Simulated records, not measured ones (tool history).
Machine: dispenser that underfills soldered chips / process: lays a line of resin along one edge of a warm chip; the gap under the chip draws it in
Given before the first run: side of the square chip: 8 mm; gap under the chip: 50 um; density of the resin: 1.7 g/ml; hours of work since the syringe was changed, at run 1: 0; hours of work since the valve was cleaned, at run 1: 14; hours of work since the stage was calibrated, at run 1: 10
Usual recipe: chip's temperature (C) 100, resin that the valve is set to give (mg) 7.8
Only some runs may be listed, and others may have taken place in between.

| run | hour | chip's temperature (C) | resin that the valve is set to give (mg) | hours of work since the syringe was changed | hours of work since the valve was cleaned | hours of work since the stage was calibrated | time until the resin shows at the far edge (s) | resin that the valve gave (mg) |
|---|---|---|---|---|---|---|---|---|
| 1 | 0 | 100 | 7.8 | 0 | 14 | 10 | 65.9 | 7.71 |
| 2 | 4.7 | 100 | 7.8 | 4 | 18 | 13 | 84.4 | 7.6 |
|  | 7.5 | new syringe of resin |
| 3 | 10.4 | 112 | 7.8 | 2 | 22 | 17 | 43.3 | 7.63 |
| 4 | 14.5 | 112 | 9.04 | 5 | 25 | 21 | 53.9 | 8.81 |
|  | 15.3 | new syringe of resin |
| 5 | 18.9 | 100 | 7.8 | 3 | 28 | 24 | 75.6 | 7.58 |
|  | 23 | new syringe of resin |
| 6 | 24.7 | 100 | 7.8 | 1 | 32 | 28 | 69 | 7.57 |
|  | 30.5 | new syringe of resin |
| 7 | 32.6 | 100 | 7.8 | 2 | 38 | 34 | 70.9 | 7.5 |
|  | 38.1 | new syringe of resin |
| 8 | 40.4 | 100 | 7.8 | 2 | 43 | 39 | 73.7 | 7.47 |
|  | 45.8 | new syringe of resin |
| 9 | 46.4 | 100 | 7.8 | 0 | 48 | 43 | 65.9 | 7.44 |
|  | 48.4 | dispensing valve cleaned and set on the balance |
| 10 | 52.5 | 100 | 7.8 | 4 | 3 | 47 | 86.3 | 7.79 |
|  | 54.4 | new syringe of resin |
| 11 | 56.3 | 100 | 7.37 | 1 | 6 | 50 | 73.7 | 7.33 |
| 12 | 60.5 | 100 | 7.37 | 5 | 9 | 53 | 89.3 | 7.3 |
|  | 62.1 | new syringe of resin |
| 13 | 65.8 | 100 | 7.37 | 3 | 13 | 57 | 77.6 | 7.28 |
|  | 70 | new syringe of resin |
| 14 | 71.8 | 100 | 7.37 | 1 | 17 | 61 | 72.9 | 7.25 |
|  | 77.7 | new syringe of resin |
| 15 | 78.9 | 100 | 7.8 | 1 | 22 | 66 | 68.8 | 7.67 |
|  | 85.5 | new syringe of resin |
| 16 | 86.2 | 100 | 7.8 | 1 | 27 | 72 | 66.9 | 7.6 |
| 17 | 92.1 | 100 | 7.8 | 5 | 32 | 76 | 90.6 | 7.61 |
|  | 93.5 | new syringe of resin |
| 18 | 97.2 | 100 | 8.96 | 3 | 35 | 80 | 76.2 | 8.74 |
|  | 101.6 | new syringe of resin |
| 19 | 101.8 | 98 | 7.36 | 0 | 39 | 83 | 73.3 | 7.14 |
|  | 109.5 | new syringe of resin |
| 20 | 110 | 110 | 7.17 | 0 | 45 | 89 | 44.1 | 6.89 |
|  | 116.1 | dispensing valve cleaned and set on the balance |
|  | 118.2 | new syringe of resin |
| 21 | 118.6 | 110 | 7.17 | 0 | 2 | 94 | 42.5 | 7.18 |
| 22 | 123 | 100 | 8.84 | 4 | 5 | 98 | 80.2 | 8.84 |
|  | 125.8 | new syringe of resin |
| 23 | 129.1 | 86 | 7.8 | 2 | 9 | 102 | 147.9 | 7.82 |
|  | 133.3 | new syringe of resin |
| 24 | 135.7 | 86 | 7.8 | 2 | 14 | 107 | 142 | 7.75 |
|  | 140.9 | new syringe of resin |
| 25 | 142.9 | 108 | 6.92 | 2 | 19 | 112 | 51.1 | 6.92 |
|  | 148.8 | new syringe of resin |
| 26 | 148.8 | 91 | 6.87 | 0 | 24 | 116 | 105.6 | 6.75 |
| 27 | 152.7 | 91 | 7.74 | 3 | 26 | 119 | 124.2 | 7.62 |
|  | 156.4 | new syringe of resin |
| 28 | 159 | 100 | 9.64 | 2 | 31 | 124 | 73.4 | 9.47 |
|  | 164.1 | new syringe of resin |
| 29 | 165.6 | 108 | 9.44 | 1 | 36 | 128 | 48.4 | 9.22 |
|  | 171.8 | new syringe of resin |
| 30 | 171.8 | 96 | 9.8 | 0 | 40 | 133 | 77.4 | 9.55 |
| 31 | 176.1 | 104 | 6.95 | 3 | 43 | 136 | 70.1 | 6.75 |
|  | 179.6 | new syringe of resin |
| 32 | 182.1 | 113 | 7.98 | 2 | 48 | 140 | 41.9 | 7.72 |
|  | 184.3 | dispensing valve cleaned and set on the balance |
|  | 188.2 | new syringe of resin |
| 33 | 188.5 | 112 | 8.75 | 0 | 3 | 144 | 38 | 8.74 |

Here are 3 independent what-if runs from the current tool condition. What would each one return?
|  | 195.8 | new syringe of resin |
| A | 196.8 | 106 | 8.32 | 1 | 9 | 150 | ? | ? |
|  | 195.8 | new syringe of resin |
| B | 196.8 | 104 | 8.58 | 1 | 9 | 150 | ? | ? |
|  | 195.8 | new syringe of resin |
| C | 196.8 | 100 | 9.66 | 1 | 9 | 150 | ? | ? |

| run | time until the resin shows at the far edge (s) | resin that the valve gave (mg) |
|---|---|---|
| A | 51.4 | 8.3 |
| B | 56.5 | 8.55 |
| C | 65.8 | 9.63 |
Without the tool's hidden state the same runs would have given:
| run | time until the resin shows at the far edge (s) | resin that the valve gave (mg) |
|---|---|---|
| A | 48.5 | 8.35 |
| B | 53.4 | 8.6 |
| C | 62.2 | 9.68 |
